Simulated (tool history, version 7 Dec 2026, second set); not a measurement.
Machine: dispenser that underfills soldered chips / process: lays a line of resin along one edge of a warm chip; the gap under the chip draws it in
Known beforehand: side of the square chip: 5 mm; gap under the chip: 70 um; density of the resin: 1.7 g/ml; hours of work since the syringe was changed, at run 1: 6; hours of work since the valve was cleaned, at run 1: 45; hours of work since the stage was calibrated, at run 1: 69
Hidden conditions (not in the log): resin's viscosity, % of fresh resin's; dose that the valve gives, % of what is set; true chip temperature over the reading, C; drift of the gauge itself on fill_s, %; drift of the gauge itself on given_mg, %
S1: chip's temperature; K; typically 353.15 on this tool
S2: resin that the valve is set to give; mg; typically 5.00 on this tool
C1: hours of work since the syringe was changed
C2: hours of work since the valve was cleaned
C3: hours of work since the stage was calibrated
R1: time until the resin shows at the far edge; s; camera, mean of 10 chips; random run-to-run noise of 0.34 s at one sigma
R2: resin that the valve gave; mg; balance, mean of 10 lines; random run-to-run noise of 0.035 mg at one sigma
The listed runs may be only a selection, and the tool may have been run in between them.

run    day      S1    S2  C1  C2   C3    R1    R2
  1  0.000  353.15  5.00   6  45   69  26.9  4.80
  2  0.254  353.15  5.00  10  49   73  37.2  4.84
     0.292  -- new syringe of resin
  3  0.638  353.15  5.00   5  55   79  26.2  4.81
     0.962  -- new syringe of resin
  4  1.071  353.15  5.00   2  61   85  19.6  4.72
     1.200  -- dispensing valve cleaned and set on the balance
  5  1.562  353.15  5.00   9   6   93  34.5  4.97
     1.683  -- new syringe of resin
  6  2.054  353.15  5.00   6  13  100  26.8  5.00
     2.350  -- new syringe of resin
  7  2.367  353.15  6.22   0  18  105  17.4  6.11
  8  2.825  353.15  5.00   8  25  112  30.6  4.87
     3.046  -- new syringe of resin
  9  3.200  353.15  5.02   2  31  118  21.2  4.89
 10  3.688  353.15  5.02  10  39  126  38.7  4.86
     3.725  -- new syringe of resin
 11  3.946  353.15  5.02   4  43  130  22.9  4.89
     4.392  -- new syringe of resin
 12  4.392  353.15  5.02   0  50  137  17.3  4.79
 13  4.750  341.15  5.00   6  55  142  52.1  4.78
     5.054  -- new syringe of resin
 14  5.062  342.15  5.61   0  60  147  32.1  5.35
     5.238  -- dispensing valve cleaned and set on the balance
 15  5.321  342.15  5.61   4   1  150  41.7  5.62
     5.779  -- new syringe of resin
 16  5.833  368.15  4.81   1   9  158   9.2  4.79
 17  6.112  368.15  4.81   5  14  163  12.6  4.80
     6.462  -- new syringe of resin
 18  6.608  366.15  4.96   2  21  171  11.5  4.83
 19  6.917  356.15  5.56   7  26  175  26.7  5.44
     7.138  -- new syringe of resin
 20  7.417  352.15  5.43   4  34  183  26.2  5.23
 21  7.646  363.15  5.66   8  38  187  19.4  5.51

Branching from run 21: 5 alternative next runs. What would each branch give?
     7.812  -- new syringe of resin
  A  8.104  367.15  5.92   5  45  194   ?   ?
     7.812  -- new syringe of resin
  B  8.104  341.15  6.46   5  45  194   ?   ?
     7.812  -- new syringe of resin
  C  8.104  346.15  6.34   5  45  194   ?   ?
     7.812  -- new syringe of resin
  D  8.104  351.15  4.99   5  45  194   ?   ?
     7.812  -- new syringe of resin
  E  8.104  346.15  5.00   5  45  194   ?   ?

run    R1    R2
  A  12.3  5.78
  B  48.2  6.21
  C  36.3  6.08
  D  29.0  4.79
  E  36.6  4.80
Stripped of hidden state, with their random variation kept, the same runs would have yielded:
run    R1    R2
  A   8.0  5.99
  B  31.7  6.44
  C  23.9  6.31
  D  19.2  4.97
  E  23.9  4.98

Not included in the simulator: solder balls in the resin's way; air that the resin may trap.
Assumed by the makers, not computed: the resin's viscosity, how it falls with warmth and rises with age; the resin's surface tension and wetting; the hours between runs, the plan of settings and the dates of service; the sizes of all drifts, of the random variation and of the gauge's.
